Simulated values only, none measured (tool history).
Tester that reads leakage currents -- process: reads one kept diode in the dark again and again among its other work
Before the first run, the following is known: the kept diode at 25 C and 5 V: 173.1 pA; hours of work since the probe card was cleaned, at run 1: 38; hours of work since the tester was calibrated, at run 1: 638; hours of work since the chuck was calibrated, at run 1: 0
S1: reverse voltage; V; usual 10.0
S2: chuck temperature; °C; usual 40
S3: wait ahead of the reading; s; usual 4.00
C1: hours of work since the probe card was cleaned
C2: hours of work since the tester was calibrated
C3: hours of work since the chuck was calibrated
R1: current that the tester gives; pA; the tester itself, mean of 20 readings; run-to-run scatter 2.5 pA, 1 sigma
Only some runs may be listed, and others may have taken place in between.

run	hour	S1	S2	S3	C1	C2	C3	R1
1	0.0	10.0	40	4.00	38	638	0	836.57
2	60.6	10.0	40	4.00	71	671	33	833.09
3	111.1	10.0	40	4.00	99	699	61	830.91
4	161.6	10.0	40	4.00	127	726	88	832.57
5	209.9	10.0	23	4.00	153	753	115	200.68
6	239.1	10.0	23	4.00	169	769	131	200.63
7	278.3	10.0	23	4.00	190	790	152	201.17
8	306.7	10.0	40	8.92	206	805	167	832.47
9	365.5	10.0	46	8.92	238	838	199	1327.68
10	420.0	10.0	40	4.00	268	867	229	828.65
11	474.6	10.0	40	4.00	297	897	259	831.09
12	533.4	10.0	40	4.00	330	929	291	831.42
13	567.3	10.0	40	9.13	348	948	310	834.37
14	614.0	10.0	40	9.13	374	973	335	830.24
15	643.5	10.0	40	9.88	390	989	351	830.05
16	674.4	10.0	40	4.00	406	1006	368	836.53
17	718.8	12.1	40	4.00	431	1030	392	912.00
18	748.0	12.1	40	4.00	447	1046	408	909.16
19	791.5	10.0	57	4.00	470	1070	432	2976.86
20	831.4	10.0	36	4.00	492	1092	454	600.92
21	891.7	10.0	36	4.00	525	1125	487	599.49
22	918.6	4.3	46	4.00	540	1139	501	899.14
23	970.6	10.5	43	1.14	568	1168	530	1076.34
# hour 985.5: chuck's temperature calibrated
24	999.2	10.5	38	4.49	583	1182	8	726.65
25	1061.9	1.1	55	1.07	617	1217	42	941.64
26	1102.8	7.8	28	0.78	639	1239	64	279.04
27	1139.9	17.9	28	1.25	659	1259	84	409.94
28	1169.9	6.1	28	9.84	676	1276	101	245.91
29	1225.6	10.0	24	2.81	706	1306	131	220.88
30	1282.5	8.4	27	4.00	737	1337	162	263.18
31	1327.8	2.1	39	0.34	762	1362	187	377.12
32	1360.8	2.1	39	0.34	780	1380	205	376.58
33	1397.5	2.1	39	0.34	800	1400	225	376.32
34	1429.9	3.0	21	2.79	818	1417	243	96.22
35	1473.8	3.0	21	2.79	842	1441	267	96.69
36	1517.1	3.0	21	2.79	865	1465	290	96.58
37	1564.9	3.0	21	2.79	891	1491	316	96.47
38	1613.3	15.0	32	1.69	918	1518	343	525.67
39	1668.4	15.0	32	1.69	948	1548	373	526.59

Same runs, no hidden state in the tool, same run-to-run variation:
Hidden conditions of the tool in this case: stray current of the dirty probe card, pA a volt; current scale over the true one, %; true chuck temperature over the reading, C; drift of the gauge itself on leakage_pa, %.
run	R1
1	837.05
2	833.70
3	831.62
4	833.39
5	200.91
6	200.88
7	201.44
8	833.58
9	1329.57
10	829.97
11	832.52
12	832.95
13	835.98
14	831.93
15	831.80
16	838.36
17	914.08
18	911.30
19	2983.55
20	602.48
21	601.13
22	901.58
23	1079.40
24	725.87
25	940.94
26	278.77
27	409.51
28	245.72
29	220.68
30	263.02
31	377.04
32	376.53
33	376.30
34	96.20
35	96.67
36	96.58
37	96.48
38	525.77
39	526.77
